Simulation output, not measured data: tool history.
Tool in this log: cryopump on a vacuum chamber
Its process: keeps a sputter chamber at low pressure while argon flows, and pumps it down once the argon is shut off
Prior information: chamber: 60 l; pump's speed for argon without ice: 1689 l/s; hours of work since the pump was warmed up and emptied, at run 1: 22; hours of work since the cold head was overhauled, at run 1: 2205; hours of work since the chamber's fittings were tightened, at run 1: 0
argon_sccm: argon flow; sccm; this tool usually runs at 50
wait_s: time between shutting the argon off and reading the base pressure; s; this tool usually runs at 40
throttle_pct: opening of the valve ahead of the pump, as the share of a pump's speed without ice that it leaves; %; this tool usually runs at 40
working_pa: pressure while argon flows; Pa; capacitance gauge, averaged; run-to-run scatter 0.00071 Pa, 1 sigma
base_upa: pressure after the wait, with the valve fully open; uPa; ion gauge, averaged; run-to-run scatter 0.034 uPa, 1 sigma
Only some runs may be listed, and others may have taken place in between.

run,hour,argon_sccm,wait_s,throttle_pct,hours of work since the pump was warmed up and emptied,hours of work since the cold head was overhauled,hours of work since the chamber's fittings were tightened,working_pa,base_upa
1,0,50,40,40,22,2205,0,0.1269,1.87
2,68.3,50,40,40,78,2262,56,0.1269,1.98
3,178.2,53,40,40,169,2353,147,0.1378,2.22
4,250.6,53,40,40,229,2412,207,0.1379,2.31
5,318.9,58,40,40,285,2469,263,0.1525,2.51
6,387.8,50,40,40,342,2526,320,0.1323,2.65
7,445,50,40,40,389,2573,368,0.1333,2.71
8,534.6,50,40,40,463,2647,442,0.1352,2.96
9,634.5,50,40,40,546,2730,524,0.1365,3.25
10,743.3,50,40,40,636,2820,614,0.1384,3.43
# hour 804.5: pump warmed up, emptied and cooled again
11,840.6,50,40,59,30,2896,690,0.0859,3.29
12,903.1,50,37,40,81,2947,742,0.1284,3.62
13,1003.9,88,37,40,165,3031,825,0.2274,3.91
14,1084.9,50,73,40,232,3098,892,0.1311,3.14
15,1166,50,73,40,299,3165,959,0.1315,3.38
16,1247.1,50,73,16,366,3232,1026,0.3202,3.47
# hour 1284.2: leaking fittings of the chamber tightened, without venting
17,1312.9,50,40,40,418,3284,24,0.133,1.94
18,1418.9,50,40,40,506,3372,111,0.1359,2.13
19,1507.2,50,40,40,579,3445,184,0.1376,2.35
20,1604,50,40,40,659,3525,264,0.1406,2.62
# hour 1635.9: pump warmed up, emptied and cooled again
21,1701.5,50,40,40,54,3601,341,0.1294,2.57
22,1757.2,39,83,57,100,3647,387,0.0716,1.86
23,1831.9,50,40,22,162,3709,448,0.234,2.84
24,1895.7,62,56,41,215,3762,501,0.1598,2.48
25,2004.7,69,261,18,305,3852,591,0.3941,1.83
26,2081,21,260,47,368,3915,654,0.0484,1.93
27,2147.4,37,129,40,423,3969,709,0.0987,2.34
28,2265.3,44,116,24,520,4067,806,0.1952,2.8
29,2339.6,44,116,24,581,4128,868,0.1946,3.02
30,2413.7,44,116,24,643,4189,929,0.1966,3.15
# hour 2469.4: pump warmed up, emptied and cooled again
31,2529.1,44,116,24,49,4281,1020,0.187,2.96
# hour 2579.6: leaking fittings of the chamber tightened, without venting
32,2631.6,20,113,24,132,4364,43,0.0843,0.88
33,2712.4,20,113,24,199,4430,110,0.085,1.07
34,2788.8,33,40,32,262,4494,173,0.1075,2.3
35,2855.1,57,38,47,317,4548,228,0.1309,2.47

Each row is a separate what-if for the run after 35, all from the same tool condition, not one after another. Results?
A,2944,91,38,47,390,4622,301,?,?
B,2944,69,38,26,390,4622,301,?,?
C,2944,50,61,27,390,4622,301,?,?

run,working_pa,base_upa
A,0.2136,2.72
B,0.2804,2.68
C,0.194,2.02
Take away the tool's hidden state, keep each run's random variation, and the runs would have read:
run,working_pa,base_upa
A,0.1955,1.95
B,0.2667,1.93
C,0.1842,1.27
